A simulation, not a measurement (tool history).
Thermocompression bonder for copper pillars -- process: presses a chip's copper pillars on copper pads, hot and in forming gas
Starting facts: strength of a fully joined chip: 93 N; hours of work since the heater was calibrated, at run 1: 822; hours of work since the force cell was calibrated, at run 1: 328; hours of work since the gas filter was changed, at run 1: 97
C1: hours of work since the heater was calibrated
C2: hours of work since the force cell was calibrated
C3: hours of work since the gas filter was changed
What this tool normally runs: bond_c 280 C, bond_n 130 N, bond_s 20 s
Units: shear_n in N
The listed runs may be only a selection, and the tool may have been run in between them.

{"run": 1, "hour": 0.0, "bond_c": 280, "bond_n": 130, "bond_s": 20, "C1": 822, "C2": 328, "C3": 97, "shear_n": 48.0}
{"run": 2, "hour": 13.5, "bond_c": 280, "bond_n": 130, "bond_s": 20, "C1": 830, "C2": 337, "C3": 106, "shear_n": 48.3}
{"run": 3, "hour": 27.0, "bond_c": 280, "bond_n": 130, "bond_s": 20, "C1": 839, "C2": 345, "C3": 115, "shear_n": 48.3}
{"run": 4, "hour": 34.2, "bond_c": 280, "bond_n": 130, "bond_s": 20, "C1": 843, "C2": 350, "C3": 119, "shear_n": 48.6}
{"run": 5, "hour": 41.8, "bond_c": 280, "bond_n": 130, "bond_s": 20, "C1": 848, "C2": 355, "C3": 124, "shear_n": 47.6}
{"run": 6, "hour": 53.9, "bond_c": 280, "bond_n": 130, "bond_s": 20, "C1": 856, "C2": 362, "C3": 132, "shear_n": 48.9}
{"run": 7, "hour": 64.4, "bond_c": 280, "bond_n": 130, "bond_s": 20, "C1": 863, "C2": 369, "C3": 138, "shear_n": 49.9}
{"run": 8, "hour": 70.9, "bond_c": 280, "bond_n": 120, "bond_s": 20, "C1": 867, "C2": 373, "C3": 143, "shear_n": 46.8}
{"run": 9, "hour": 82.4, "bond_c": 260, "bond_n": 130, "bond_s": 20, "C1": 874, "C2": 381, "C3": 150, "shear_n": 39.7}
{"run": 10, "hour": 94.7, "bond_c": 260, "bond_n": 130, "bond_s": 20, "C1": 882, "C2": 388, "C3": 158, "shear_n": 38.9}
{"run": 11, "hour": 109.1, "bond_c": 280, "bond_n": 130, "bond_s": 20, "C1": 891, "C2": 398, "C3": 167, "shear_n": 48.9}
{"run": 12, "hour": 119.3, "bond_c": 280, "bond_n": 130, "bond_s": 20, "C1": 898, "C2": 404, "C3": 173, "shear_n": 48.3}
{"run": 13, "hour": 131.0, "bond_c": 280, "bond_n": 130, "bond_s": 20, "C1": 905, "C2": 412, "C3": 181, "shear_n": 49.8}
{"run": 14, "hour": 143.0, "bond_c": 280, "bond_n": 152, "bond_s": 20, "C1": 913, "C2": 419, "C3": 189, "shear_n": 52.0}
{"run": 15, "hour": 155.8, "bond_c": 280, "bond_n": 152, "bond_s": 20, "C1": 921, "C2": 427, "C3": 197, "shear_n": 51.6}
{"run": 16, "hour": 162.0, "bond_c": 280, "bond_n": 152, "bond_s": 29, "C1": 925, "C2": 431, "C3": 201, "shear_n": 57.8}
{"run": 17, "hour": 170.6, "bond_c": 280, "bond_n": 152, "bond_s": 29, "C1": 930, "C2": 437, "C3": 206, "shear_n": 58.3}
{"run": 18, "hour": 177.2, "bond_c": 256, "bond_n": 130, "bond_s": 20, "C1": 935, "C2": 441, "C3": 210, "shear_n": 36.9}
{"run": 19, "hour": 189.9, "bond_c": 256, "bond_n": 130, "bond_s": 55, "C1": 943, "C2": 449, "C3": 218, "shear_n": 54.9}
{"run": 20, "hour": 198.8, "bond_c": 256, "bond_n": 130, "bond_s": 55, "C1": 948, "C2": 455, "C3": 224, "shear_n": 54.2}
{"run": 21, "hour": 209.9, "bond_c": 256, "bond_n": 130, "bond_s": 55, "C1": 955, "C2": 462, "C3": 231, "shear_n": 52.8}
{"run": 22, "hour": 220.7, "bond_c": 256, "bond_n": 130, "bond_s": 55, "C1": 962, "C2": 469, "C3": 238, "shear_n": 54.3}
{"run": 23, "hour": 227.0, "bond_c": 256, "bond_n": 130, "bond_s": 55, "C1": 966, "C2": 473, "C3": 242, "shear_n": 53.0}
{"hour": 231.5, "done": "forming gas filter changed"}
{"run": 24, "hour": 238.5, "bond_c": 267, "bond_n": 88, "bond_s": 25, "C1": 973, "C2": 480, "C3": 4, "shear_n": 37.8}
{"run": 25, "hour": 248.7, "bond_c": 267, "bond_n": 170, "bond_s": 25, "C1": 980, "C2": 486, "C3": 11, "shear_n": 52.2}
{"run": 26, "hour": 262.4, "bond_c": 262, "bond_n": 130, "bond_s": 18, "C1": 989, "C2": 495, "C3": 20, "shear_n": 38.7}
{"run": 27, "hour": 274.0, "bond_c": 262, "bond_n": 130, "bond_s": 18, "C1": 996, "C2": 502, "C3": 27, "shear_n": 38.6}
{"run": 28, "hour": 280.1, "bond_c": 262, "bond_n": 130, "bond_s": 18, "C1": 1000, "C2": 506, "C3": 31, "shear_n": 39.0}
{"run": 29, "hour": 293.9, "bond_c": 280, "bond_n": 130, "bond_s": 13, "C1": 1009, "C2": 515, "C3": 40, "shear_n": 41.1}
{"run": 30, "hour": 307.4, "bond_c": 266, "bond_n": 89, "bond_s": 42, "C1": 1017, "C2": 524, "C3": 48, "shear_n": 45.2}
{"run": 31, "hour": 315.3, "bond_c": 300, "bond_n": 89, "bond_s": 47, "C1": 1022, "C2": 529, "C3": 53, "shear_n": 64.5}
{"run": 32, "hour": 328.0, "bond_c": 255, "bond_n": 111, "bond_s": 39, "C1": 1030, "C2": 537, "C3": 62, "shear_n": 44.5}
{"run": 33, "hour": 337.8, "bond_c": 255, "bond_n": 111, "bond_s": 39, "C1": 1037, "C2": 543, "C3": 68, "shear_n": 44.9}
{"run": 34, "hour": 344.0, "bond_c": 260, "bond_n": 78, "bond_s": 10, "C1": 1041, "C2": 547, "C3": 72, "shear_n": 21.8}
{"run": 35, "hour": 357.3, "bond_c": 260, "bond_n": 78, "bond_s": 10, "C1": 1049, "C2": 556, "C3": 80, "shear_n": 22.0}

What will run 36 give?
{"run": 36, "hour": 371.4, "bond_c": 287, "bond_n": 130, "bond_s": 19, "C1": 1058, "C2": 565, "C3": 89, "shear_n": "?"}

{"run 36": {"shear_n": 51.5}}
Take away the tool's hidden state, keep the run-to-run variation as it was, and the same run would have given shear_n 52.1 N.

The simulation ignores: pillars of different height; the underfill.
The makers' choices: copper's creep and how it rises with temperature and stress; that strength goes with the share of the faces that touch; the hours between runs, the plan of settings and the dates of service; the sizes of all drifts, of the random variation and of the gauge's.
